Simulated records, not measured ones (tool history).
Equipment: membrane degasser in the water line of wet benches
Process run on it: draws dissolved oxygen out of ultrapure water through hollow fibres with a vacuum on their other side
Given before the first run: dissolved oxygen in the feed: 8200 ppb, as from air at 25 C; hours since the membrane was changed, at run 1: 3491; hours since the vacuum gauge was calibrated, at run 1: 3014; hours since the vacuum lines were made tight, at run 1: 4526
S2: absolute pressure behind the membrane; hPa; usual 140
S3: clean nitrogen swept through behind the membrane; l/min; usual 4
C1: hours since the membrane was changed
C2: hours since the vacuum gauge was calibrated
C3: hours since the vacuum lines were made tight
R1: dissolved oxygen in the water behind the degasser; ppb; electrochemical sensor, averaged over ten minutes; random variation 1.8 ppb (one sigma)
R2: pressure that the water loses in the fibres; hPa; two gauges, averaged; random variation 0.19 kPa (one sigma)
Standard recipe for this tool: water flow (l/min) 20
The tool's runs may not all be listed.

{"run": 1, "hour": 0.0, "water flow (l/min)": 20, "S2": 140, "S3": 4, "C1": 3491, "C2": 3014, "C3": 4526, "R1": 211.8, "R2": 445.3}
{"run": 2, "hour": 67.9, "water flow (l/min)": 13, "S2": 140, "S3": 4, "C1": 3559, "C2": 3082, "C3": 4594, "R1": 97.3, "R2": 287.5}
{"run": 3, "hour": 153.0, "water flow (l/min)": 13, "S2": 140, "S3": 4, "C1": 3644, "C2": 3167, "C3": 4679, "R1": 97.6, "R2": 287.2}
{"run": 4, "hour": 219.5, "water flow (l/min)": 20, "S2": 140, "S3": 4, "C1": 3710, "C2": 3233, "C3": 4746, "R1": 209, "R2": 444.6}
{"run": 5, "hour": 303.4, "water flow (l/min)": 20, "S2": 140, "S3": 4, "C1": 3794, "C2": 3317, "C3": 4830, "R1": 209.7, "R2": 444.3}
{"run": 6, "hour": 390.9, "water flow (l/min)": 20, "S2": 140, "S3": 4, "C1": 3882, "C2": 3405, "C3": 4917, "R1": 211.8, "R2": 441.4}
{"run": 7, "hour": 469.6, "water flow (l/min)": 20, "S2": 140, "S3": 4, "C1": 3961, "C2": 3484, "C3": 4996, "R1": 213.4, "R2": 442.1}
{"run": 8, "hour": 579.0, "water flow (l/min)": 20, "S2": 140, "S3": 4, "C1": 4070, "C2": 3593, "C3": 5105, "R1": 209, "R2": 442.2}
{"run": 9, "hour": 680.5, "water flow (l/min)": 20, "S2": 140, "S3": 4, "C1": 4171, "C2": 3694, "C3": 5207, "R1": 210.4, "R2": 441.8}
{"run": 10, "hour": 726.8, "water flow (l/min)": 20, "S2": 140, "S3": 4, "C1": 4218, "C2": 3741, "C3": 5253, "R1": 211.8, "R2": 440.5}
{"run": 11, "hour": 835.7, "water flow (l/min)": 20, "S2": 140, "S3": 4, "C1": 4327, "C2": 3850, "C3": 5362, "R1": 211.3, "R2": 436.6}
{"run": 12, "hour": 887.2, "water flow (l/min)": 20, "S2": 140, "S3": 4, "C1": 4378, "C2": 3901, "C3": 5414, "R1": 211.3, "R2": 439.3}
{"run": 13, "hour": 995.4, "water flow (l/min)": 20, "S2": 140, "S3": 4, "C1": 4486, "C2": 4009, "C3": 5522, "R1": 208.8, "R2": 438.3}
{"run": 14, "hour": 1043.6, "water flow (l/min)": 20, "S2": 140, "S3": 4, "C1": 4535, "C2": 4058, "C3": 5570, "R1": 212.7, "R2": 436.8}
{"run": 15, "hour": 1146.1, "water flow (l/min)": 20, "S2": 140, "S3": 4, "C1": 4637, "C2": 4160, "C3": 5672, "R1": 213.4, "R2": 437.7}
{"run": 16, "hour": 1198.6, "water flow (l/min)": 20, "S2": 140, "S3": 4, "C1": 4690, "C2": 4213, "C3": 5725, "R1": 213.1, "R2": 435}
{"run": 17, "hour": 1263.2, "water flow (l/min)": 13, "S2": 140, "S3": 4, "C1": 4754, "C2": 4277, "C3": 5790, "R1": 95.8, "R2": 281.1}
{"hour": 1293.0, "done": "gauge calibrated"}
{"run": 18, "hour": 1332.6, "water flow (l/min)": 14, "S2": 121, "S3": 2.84, "C1": 4824, "C2": 4347, "C3": 5859, "R1": 122.3, "R2": 311.6}
{"run": 19, "hour": 1385.3, "water flow (l/min)": 14, "S2": 121, "S3": 2.84, "C1": 4876, "C2": 4399, "C3": 5912, "R1": 122, "R2": 310.5}

Forecast run 20:
{"run": 20, "hour": 1463.1, "water flow (l/min)": 18, "S2": 99, "S3": 1.72, "C1": 4954, "C2": 4477, "C3": 5989, "R1": "?", "R2": "?"}

Run 20 yielded R1 215.1 ppb, R2 399.3 hPa.
With no hidden state in the tool, this same run would have given R1 215 ppb, R2 400.5 hPa.

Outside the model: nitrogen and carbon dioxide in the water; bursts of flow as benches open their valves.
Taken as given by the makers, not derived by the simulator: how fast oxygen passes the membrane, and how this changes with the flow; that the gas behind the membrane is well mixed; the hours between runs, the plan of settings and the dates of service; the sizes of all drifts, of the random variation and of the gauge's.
